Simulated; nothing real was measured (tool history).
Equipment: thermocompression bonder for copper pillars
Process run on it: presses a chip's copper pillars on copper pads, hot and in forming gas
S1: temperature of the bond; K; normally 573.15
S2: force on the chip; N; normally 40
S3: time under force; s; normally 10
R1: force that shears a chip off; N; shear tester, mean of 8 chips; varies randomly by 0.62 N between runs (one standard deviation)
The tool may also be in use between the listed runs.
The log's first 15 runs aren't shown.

run	hour	S1	S2	S3	R1
16	212.0	583.15	40	10	84.4
17	226.0	556.15	30	29	80.3
# hour 229.6: heater calibrated with a thermocouple chip
18	236.1	561.15	30	11	60.1
19	244.2	599.15	54	10	100.8
20	257.4	599.15	54	10	101.6
21	276.5	546.15	56	6	54.7
22	294.5	573.15	59	6	74.1
23	306.3	568.15	46	12	79.1
# hour 322.0: heater calibrated with a thermocouple chip, once more
24	323.2	568.15	46	12	87.5
25	340.5	568.15	46	12	87.4
26	348.4	568.15	45	21	100.6
27	367.5	552.15	45	21	88.1
28	383.6	573.15	44	10	84.7
29	398.7	566.15	50	10	84.1
30	411.2	602.15	40	6	86.1
31	423.1	568.15	48	6	70.7

Each row is a separate what-if for the run after 31, all from the same tool condition, not one after another. Results?
A	435.2	573.15	35	10	?
B	435.2	568.15	48	5	?
C	435.2	590.15	48	7	?
D	435.2	597.15	51	10	?

run	R1
A	76.5
B	67.8
C	89.4
D	103.4
Take away the tool's hidden state, keep each run's random variation, and the runs would have read:
run	R1
A	79.5
B	70.5
C	93.0
D	107.4
